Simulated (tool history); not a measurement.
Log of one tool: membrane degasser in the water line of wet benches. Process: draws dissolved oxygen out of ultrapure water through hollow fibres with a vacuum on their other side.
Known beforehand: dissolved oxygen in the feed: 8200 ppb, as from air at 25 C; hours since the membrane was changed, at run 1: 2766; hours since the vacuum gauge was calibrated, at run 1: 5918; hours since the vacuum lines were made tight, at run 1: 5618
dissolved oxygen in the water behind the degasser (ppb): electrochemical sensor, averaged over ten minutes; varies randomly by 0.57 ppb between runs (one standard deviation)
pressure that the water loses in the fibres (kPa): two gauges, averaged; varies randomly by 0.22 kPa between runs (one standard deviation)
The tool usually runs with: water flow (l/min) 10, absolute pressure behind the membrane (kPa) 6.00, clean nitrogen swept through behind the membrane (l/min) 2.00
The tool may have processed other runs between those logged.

| run | hour | water flow (l/min) | absolute pressure behind the membrane (kPa) | clean nitrogen swept through behind the membrane (l/min) | hours since the membrane was changed | hours since the vacuum gauge was calibrated | hours since the vacuum lines were made tight | dissolved oxygen in the water behind the degasser (ppb) | pressure that the water loses in the fibres (kPa) |
|---|---|---|---|---|---|---|---|---|---|
| 1 | 0.0 | 10 | 6.00 | 2.00 | 2766 | 5918 | 5618 | 54.4 | 56.71 |
| 2 | 152.6 | 9 | 6.00 | 2.00 | 2919 | 6071 | 5770 | 44.1 | 50.70 |
| 3 | 235.5 | 10 | 14.46 | 2.00 | 3002 | 6154 | 5853 | 154.5 | 56.86 |
| 4 | 362.0 | 10 | 14.46 | 2.00 | 3128 | 6280 | 5980 | 154.0 | 56.84 |
| 5 | 528.5 | 8 | 6.00 | 2.00 | 3295 | 6447 | 6146 | 37.1 | 45.86 |
| 6 | 671.6 | 8 | 6.00 | 2.00 | 3438 | 6590 | 6289 | 36.9 | 46.06 |
| 7 | 751.9 | 10 | 6.00 | 2.00 | 3518 | 6670 | 6370 | 54.0 | 57.11 |
| 8 | 871.9 | 10 | 4.00 | 2.00 | 3638 | 6790 | 6490 | 30.4 | 57.23 |
| 9 | 1038.1 | 10 | 4.00 | 2.00 | 3804 | 6956 | 6656 | 30.0 | 57.16 |
| 10 | 1208.9 | 10 | 6.00 | 2.00 | 3975 | 7127 | 6827 | 55.4 | 56.97 |
| 11 | 1385.2 | 10 | 6.00 | 2.00 | 4151 | 7303 | 7003 | 54.7 | 56.91 |
| 12 | 1465.6 | 10 | 6.00 | 2.00 | 4232 | 7384 | 7083 | 54.2 | 57.44 |
| 13 | 1544.7 | 14 | 6.00 | 2.00 | 4311 | 7463 | 7162 | 106.3 | 80.26 |
| 14 | 1671.6 | 15 | 6.00 | 2.00 | 4438 | 7590 | 7289 | 125.5 | 85.81 |
| 15 | 1815.3 | 15 | 6.00 | 2.00 | 4581 | 7733 | 7433 | 123.0 | 86.32 |
| 16 | 1919.6 | 15 | 6.00 | 2.00 | 4686 | 7838 | 7537 | 124.9 | 86.78 |
| 17 | 2019.6 | 10 | 6.00 | 2.00 | 4786 | 7938 | 7637 | 55.6 | 57.77 |
| 18 | 2140.9 | 10 | 6.00 | 2.00 | 4907 | 8059 | 7759 | 55.7 | 57.76 |
| 19 | 2248.5 | 10 | 6.00 | 2.12 | 5015 | 8167 | 7866 | 53.1 | 57.97 |
|  | 2314.1 | vacuum gauge calibrated |
| 20 | 2392.5 | 10 | 6.00 | 2.12 | 5158 | 78 | 8010 | 51.2 | 57.93 |
| 21 | 2565.2 | 15 | 6.65 | 1.59 | 5331 | 251 | 8182 | 147.0 | 86.49 |
| 22 | 2671.4 | 14 | 6.00 | 2.00 | 5437 | 357 | 8289 | 104.9 | 80.90 |
|  | 2773.9 | seals of the vacuum lines changed |
| 23 | 2844.5 | 9 | 6.41 | 2.00 | 5608 | 528 | 71 | 48.5 | 52.36 |
| 24 | 2977.3 | 9 | 6.41 | 2.00 | 5741 | 661 | 203 | 48.6 | 52.22 |
| 25 | 3067.4 | 10 | 12.20 | 1.91 | 5831 | 751 | 293 | 135.5 | 58.08 |
| 26 | 3144.9 | 10 | 12.20 | 1.91 | 5909 | 829 | 371 | 132.4 | 58.13 |

Expected results for the next run?
| 27 | 3320.2 | 10 | 12.20 | 1.91 | 6084 | 1004 | 546 | ? | ? |

Run 27 produced dissolved oxygen in the water behind the degasser (ppb) 134.4, pressure that the water loses in the fibres (kPa) 58.06.
Had the tool carried no hidden state, the very same run would have given dissolved oxygen in the water behind the degasser (ppb) 129.5, pressure that the water loses in the fibres (kPa) 55.85.
